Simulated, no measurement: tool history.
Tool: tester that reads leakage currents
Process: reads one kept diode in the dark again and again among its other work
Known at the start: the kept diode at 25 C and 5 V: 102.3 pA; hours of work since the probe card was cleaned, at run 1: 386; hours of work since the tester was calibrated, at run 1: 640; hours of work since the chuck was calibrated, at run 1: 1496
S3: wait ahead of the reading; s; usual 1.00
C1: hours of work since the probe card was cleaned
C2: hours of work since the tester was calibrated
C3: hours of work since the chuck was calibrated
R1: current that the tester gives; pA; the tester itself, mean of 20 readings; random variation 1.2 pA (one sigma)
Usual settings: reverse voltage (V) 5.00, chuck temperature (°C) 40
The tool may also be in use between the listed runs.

{"run": 1, "day": 0.0, "reverse voltage (V)": 5.0, "chuck temperature (°C)": 40, "S3": 1.0, "C1": 386, "C2": 640, "C3": 1496, "R1": 442.06}
{"run": 2, "day": 3.525, "reverse voltage (V)": 5.0, "chuck temperature (°C)": 40, "S3": 1.0, "C1": 432, "C2": 686, "C3": 1543, "R1": 443.39}
{"run": 3, "day": 7.421, "reverse voltage (V)": 5.0, "chuck temperature (°C)": 22, "S3": 1.0, "C1": 484, "C2": 737, "C3": 1594, "R1": 89.56}
{"run": 4, "day": 9.2, "reverse voltage (V)": 5.0, "chuck temperature (°C)": 40, "S3": 7.31, "C1": 507, "C2": 760, "C3": 1617, "R1": 447.29}
{"run": 5, "day": 11.542, "reverse voltage (V)": 5.0, "chuck temperature (°C)": 40, "S3": 1.0, "C1": 538, "C2": 791, "C3": 1648, "R1": 447.19}
{"run": 6, "day": 13.858, "reverse voltage (V)": 5.0, "chuck temperature (°C)": 40, "S3": 1.0, "C1": 568, "C2": 821, "C3": 1678, "R1": 449.5}
{"run": 7, "day": 15.721, "reverse voltage (V)": 5.0, "chuck temperature (°C)": 40, "S3": 1.0, "C1": 592, "C2": 846, "C3": 1702, "R1": 447.28}
{"day": 16.067, "done": "chuck's temperature calibrated"}
{"run": 8, "day": 18.9, "reverse voltage (V)": 5.0, "chuck temperature (°C)": 40, "S3": 1.0, "C1": 633, "C2": 886, "C3": 37, "R1": 476.65}
{"run": 9, "day": 21.858, "reverse voltage (V)": 5.0, "chuck temperature (°C)": 40, "S3": 1.0, "C1": 672, "C2": 925, "C3": 76, "R1": 480.73}
{"day": 24.421, "done": "chuck's temperature calibrated, once more"}
{"run": 10, "day": 24.421, "reverse voltage (V)": 5.0, "chuck temperature (°C)": 40, "S3": 1.0, "C1": 704, "C2": 958, "C3": 0, "R1": 410.92}
{"run": 11, "day": 26.679, "reverse voltage (V)": 5.0, "chuck temperature (°C)": 40, "S3": 1.0, "C1": 734, "C2": 987, "C3": 30, "R1": 412.57}
{"run": 12, "day": 28.496, "reverse voltage (V)": 13.08, "chuck temperature (°C)": 40, "S3": 0.38, "C1": 758, "C2": 1011, "C3": 53, "R1": 598.84}
{"run": 13, "day": 32.275, "reverse voltage (V)": 4.45, "chuck temperature (°C)": 52, "S3": 2.34, "C1": 807, "C2": 1061, "C3": 103, "R1": 1072.59}
{"run": 14, "day": 35.071, "reverse voltage (V)": 4.45, "chuck temperature (°C)": 52, "S3": 2.34, "C1": 844, "C2": 1097, "C3": 140, "R1": 1076.58}

Some steps in R1 between neighbouring runs. How much of each would the tool show without its hidden state too (settings, what came in, random variation), and how much is left for the hidden state, with any gauge scatter that isn't in both results?
The hidden state here: stray current of the dirty probe card, pA a volt; current scale over the true one, %; true chuck temperature over the reading, C; drift of the gauge itself on leakage_pa, %.
Run 9 -> 10: chuck's temperature calibrated, once more. R1 -69.81 pA: hidden state -68.14, all else -1.67.
Run 12 -> 13: reverse voltage (V) 13.08 -> 4.45, chuck temperature (°C) 40 -> 52, S3 0.38 -> 2.34. R1 +473.75 pA: hidden state -4.18, all else +477.93.
